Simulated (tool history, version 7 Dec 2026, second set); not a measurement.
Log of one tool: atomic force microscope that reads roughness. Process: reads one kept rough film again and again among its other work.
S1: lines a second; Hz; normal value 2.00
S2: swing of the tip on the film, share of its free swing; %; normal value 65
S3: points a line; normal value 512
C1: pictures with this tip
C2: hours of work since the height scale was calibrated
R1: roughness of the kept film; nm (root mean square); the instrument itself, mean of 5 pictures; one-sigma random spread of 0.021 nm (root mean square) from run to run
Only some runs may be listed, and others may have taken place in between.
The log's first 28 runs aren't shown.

run     day    S1  S2   S3   C1   C2     R1
     32.104  -- new tip fitted
 29  32.571  1.63  80  483   17   59  5.108
 30  33.454  1.05  60  512   48   73  5.322
 31  34.979  1.05  60  512  103   96  5.217
 32  35.762  1.05  60  530  131  109  5.160
 33  37.329  1.82  65  317  188  133  4.935
     37.996  -- height scale calibrated on a step standard, once more
     38.383  -- new tip fitted
 34  38.550  2.05  70  330    6    8  5.143
 35  39.933  2.00  74  437   56   30  4.989
 36  41.246  0.78  65  512  103   50  5.082
 37  42.812  3.59  61  424  159   75  4.851
 38  43.962  3.59  61  424  200   93  4.792
     44.679  -- new tip fitted
 39  44.842  0.63  68  487    6  106  5.284
 40  46.275  2.22  61  487   58  129  5.132
 41  47.621  2.40  65  765  106  150  4.973
 42  48.525  0.80  65  512  139  164  5.021
 43  50.058  2.58  67  512  193  188  4.810
     50.946  -- new tip fitted
 44  51.038  1.02  76  445    3  203  5.273
 45  51.783  1.02  76  445   30  215  5.176
 46  52.967  1.02  76  445   72  233  5.109
 47  54.421  2.40  65  399  124  256  4.919
 48  55.788  2.40  65  399  173  277  4.875
     57.250  -- new tip fitted
 49  57.250  2.80  67  273    0  300  5.155
 50  58.104  2.80  67  273   31  313  5.054

Alternative continuations, all from the tool just after run 50; predict every row:
  A  59.058  2.00  79  275  65  328   ?
  B  59.058  1.85  66  512  65  328   ?
  C  59.058  2.00  78  512  65  328   ?
  D  59.058  3.95  67  273  65  328   ?

run     R1
  A  4.851
  B  5.128
  C  4.889
  D  4.921
The same runs, with their run-to-run variation unchanged, on a tool lacking any hidden condition would have given:
run     R1
  A  4.966
  B  5.250
  C  5.005
  D  5.037

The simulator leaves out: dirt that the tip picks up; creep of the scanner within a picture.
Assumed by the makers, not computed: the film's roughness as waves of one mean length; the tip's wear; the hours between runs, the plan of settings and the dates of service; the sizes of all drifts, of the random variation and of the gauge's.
